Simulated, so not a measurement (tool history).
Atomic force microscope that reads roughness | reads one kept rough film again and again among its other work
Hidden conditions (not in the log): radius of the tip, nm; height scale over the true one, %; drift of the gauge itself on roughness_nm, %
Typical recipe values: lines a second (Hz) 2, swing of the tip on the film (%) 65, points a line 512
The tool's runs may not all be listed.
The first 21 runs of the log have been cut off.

run   hour  lines a second (Hz)  swing of the tip on the film (%)  points a line  pictures with this tip  hours of work since the height scale was calibrated  roughness of the kept film (nm (root mean square))
 22    159                 0.86                                61            759                      57                                                  172                                                3.55
 23  168.9                    2                                65            595                      74                                                  178                                               3.373
 24  176.1                    2                                65            595                      87                                                  183                                               3.344
 25    181                 2.62                                65            347                      95                                                  186                                               3.222
 26  186.7                 1.57                                65            432                     105                                                  190                                               3.252
 27  192.3                 1.57                                65            432                     115                                                  194                                               3.218
 28  198.4                 1.57                                87            432                     126                                                  198                                               2.926
 29  206.2                 1.72                                71            878                     140                                                  203                                                3.09
 30    214                 1.05                                67            819                     153                                                  208                                               3.117
 31  222.2                 1.32                                80            551                     168                                                  213                                                2.91

Each row is a separate what-if for the run after 31, all from the same tool condition, not one after another. Results?
  A  228.4                    2                                65            720                     178                                                  217                                                   ?
  B  228.4                 1.21                                65            512                     178                                                  217                                                   ?
  C  228.4                 1.02                                65            512                     178                                                  217                                                   ?

run  roughness of the kept film (nm (root mean square))
  A                                               2.982
  B                                               3.014
  C                                               3.024
With the hidden condition removed and each run's random variation left untouched, the same runs would have given:
run  roughness of the kept film (nm (root mean square))
  A                                               3.766
  B                                               3.806
  C                                               3.818

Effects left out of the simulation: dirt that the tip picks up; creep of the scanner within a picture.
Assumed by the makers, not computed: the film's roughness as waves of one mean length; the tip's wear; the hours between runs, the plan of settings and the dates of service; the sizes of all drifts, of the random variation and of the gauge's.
